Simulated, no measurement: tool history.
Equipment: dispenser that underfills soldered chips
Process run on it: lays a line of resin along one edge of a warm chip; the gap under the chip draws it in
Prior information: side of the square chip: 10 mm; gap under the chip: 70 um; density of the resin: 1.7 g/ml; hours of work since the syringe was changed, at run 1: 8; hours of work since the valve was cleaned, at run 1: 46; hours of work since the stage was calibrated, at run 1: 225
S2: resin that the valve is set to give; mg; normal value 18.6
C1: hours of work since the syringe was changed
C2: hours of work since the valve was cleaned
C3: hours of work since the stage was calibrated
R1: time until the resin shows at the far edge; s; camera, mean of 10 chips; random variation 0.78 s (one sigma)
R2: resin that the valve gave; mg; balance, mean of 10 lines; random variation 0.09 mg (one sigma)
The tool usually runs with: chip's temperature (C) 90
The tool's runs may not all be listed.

run 1 hour=0 | chip's_temperature_(C)=90 S2=18.6 | C1=8 C2=46 C3=225 | R1=91.8 R2=17.71
-- hour=5.7 new syringe of resin
run 2 hour=8.8 | chip's_temperature_(C)=90 S2=18.6 | C1=2 C2=52 C3=231 | R1=77.8 R2=17.66
run 3 hour=14.8 | chip's_temperature_(C)=90 S2=18.6 | C1=6 C2=56 C3=235 | R1=89.3 R2=17.63
run 4 hour=19 | chip's_temperature_(C)=90 S2=18.6 | C1=9 C2=59 C3=237 | R1=99.5 R2=17.54
-- hour=23.7 new syringe of resin
run 5 hour=23.9 | chip's_temperature_(C)=90 S2=18.6 | C1=0 C2=62 C3=240 | R1=71.7 R2=17.62
run 6 hour=29.9 | chip's_temperature_(C)=99 S2=18.6 | C1=4 C2=66 C3=245 | R1=60.2 R2=17.49
run 7 hour=34.9 | chip's_temperature_(C)=99 S2=18.6 | C1=7 C2=69 C3=248 | R1=65.7 R2=17.36
-- hour=38.6 dispensing valve cleaned and set on the balance
run 8 hour=40.7 | chip's_temperature_(C)=99 S2=18.6 | C1=11 C2=1 C3=251 | R1=72.6 R2=18.59
-- hour=42.7 new syringe of resin
run 9 hour=48.4 | chip's_temperature_(C)=88 S2=18.6 | C1=4 C2=6 C3=256 | R1=86 R2=18.37
run 10 hour=52.4 | chip's_temperature_(C)=90 S2=18.6 | C1=6 C2=9 C3=259 | R1=89 R2=18.43
run 11 hour=56.1 | chip's_temperature_(C)=90 S2=17.6 | C1=9 C2=12 C3=261 | R1=97.3 R2=17.53
-- hour=60.8 new syringe of resin
run 12 hour=63.4 | chip's_temperature_(C)=90 S2=17.6 | C1=2 C2=16 C3=266 | R1=75.6 R2=17.37
run 13 hour=68.4 | chip's_temperature_(C)=90 S2=21.1 | C1=5 C2=19 C3=269 | R1=83.5 R2=20.8
run 14 hour=73.8 | chip's_temperature_(C)=90 S2=21.1 | C1=9 C2=23 C3=273 | R1=93 R2=20.89
run 15 hour=77.9 | chip's_temperature_(C)=90 S2=18.6 | C1=11 C2=26 C3=276 | R1=103.2 R2=18.23
-- hour=78.7 new syringe of resin
run 16 hour=81.8 | chip's_temperature_(C)=90 S2=18.6 | C1=2 C2=28 C3=278 | R1=73.1 R2=18.12
run 17 hour=85.8 | chip's_temperature_(C)=98 S2=18.6 | C1=5 C2=31 C3=281 | R1=61.1 R2=18.02
run 18 hour=91.5 | chip's_temperature_(C)=98 S2=18.6 | C1=9 C2=35 C3=284 | R1=68.5 R2=18.19
-- hour=96.7 new syringe of resin
run 19 hour=97.6 | chip's_temperature_(C)=98 S2=16.9 | C1=1 C2=39 C3=288 | R1=53.7 R2=16.44
run 20 hour=105 | chip's_temperature_(C)=77 S2=20.4 | C1=6 C2=44 C3=293 | R1=134.4 R2=19.58
run 21 hour=113.1 | chip's_temperature_(C)=77 S2=20.4 | C1=11 C2=49 C3=299 | R1=166.2 R2=19.53
-- hour=115 new syringe of resin
run 22 hour=122 | chip's_temperature_(C)=77 S2=20.4 | C1=5 C2=55 C3=304 | R1=133.2 R2=19.32
run 23 hour=128 | chip's_temperature_(C)=90 S2=17.7 | C1=9 C2=59 C3=308 | R1=94.8 R2=16.87
-- hour=133.2 new syringe of resin
run 24 hour=133.3 | chip's_temperature_(C)=79 S2=19.1 | C1=0 C2=62 C3=312 | R1=106 R2=18.14
run 25 hour=140.9 | chip's_temperature_(C)=84 S2=21.2 | C1=5 C2=67 C3=317 | R1=103.6 R2=20.02
run 26 hour=145.6 | chip's_temperature_(C)=82 S2=17.6 | C1=8 C2=70 C3=320 | R1=129.7 R2=16.42
-- hour=148.2 dispensing valve cleaned and set on the balance
-- hour=152.2 new syringe of resin
run 27 hour=153.5 | chip's_temperature_(C)=84 S2=22.8 | C1=1 C2=3 C3=324 | R1=90.2 R2=22.53
run 28 hour=157.2 | chip's_temperature_(C)=81 S2=18.6 | C1=3 C2=6 C3=327 | R1=110.2 R2=18.35
-- hour=160.5 stage's temperature calibrated
run 29 hour=162.5 | chip's_temperature_(C)=90 S2=18.7 | C1=6 C2=9 C3=1 | R1=92.6 R2=18.36
run 30 hour=169.7 | chip's_temperature_(C)=89 S2=18.6 | C1=11 C2=14 C3=6 | R1=111.8 R2=18.32
-- hour=171.5 new syringe of resin
run 31 hour=177.6 | chip's_temperature_(C)=89 S2=18.6 | C1=4 C2=19 C3=11 | R1=87.4 R2=18.2
run 32 hour=185.5 | chip's_temperature_(C)=82 S2=16.9 | C1=9 C2=24 C3=16 | R1=143.6 R2=16.53
-- hour=189.7 new syringe of resin
run 33 hour=193.9 | chip's_temperature_(C)=90 S2=21.9 | C1=3 C2=29 C3=22 | R1=79.5 R2=21.07
run 34 hour=198.8 | chip's_temperature_(C)=90 S2=21.9 | C1=6 C2=33 C3=25 | R1=88.3 R2=21.05
run 35 hour=202.8 | chip's_temperature_(C)=90 S2=21.9 | C1=9 C2=35 C3=28 | R1=95.8 R2=21.23

Some steps in R1, run to run, broken into two amounts with sign: the step expected even without the hidden condition (settings, incoming material, random variation), and the rest, left for the hidden condition together with whatever gauge scatter is not in both the measured and the hidden-condition-free result:
Hidden conditions of the tool in this case: resin's viscosity, % of fresh resin's; dose that the valve gives, % of what is set; true chip temperature over the reading, C; drift of the gauge itself on fill_s, %; drift of the gauge itself on given_mg, %.
Run 19 -> 20: chip's temperature (C) 98 -> 77, S2 16.9 -> 20.4. R1 +80.7 s: hidden state +19.2, all else +61.5.
Run 21 -> 22: new syringe of resin. R1 -33 s: hidden state -32.6, all else -0.4.
Run 26 -> 27: chip's temperature (C) 82 -> 84, S2 17.6 -> 22.8, dispensing valve cleaned and set on the balance, new syringe of resin. R1 -39.5 s: hidden state -29.7, all else -9.8.
Run 31 -> 32: chip's temperature (C) 89 -> 82, S2 18.6 -> 16.9. R1 +56.2 s: hidden state +28.7, all else +27.5.
Run 32 -> 33: chip's temperature (C) 82 -> 90, S2 16.9 -> 21.9, new syringe of resin. R1 -64.1 s: hidden state -34.2, all else -29.9.
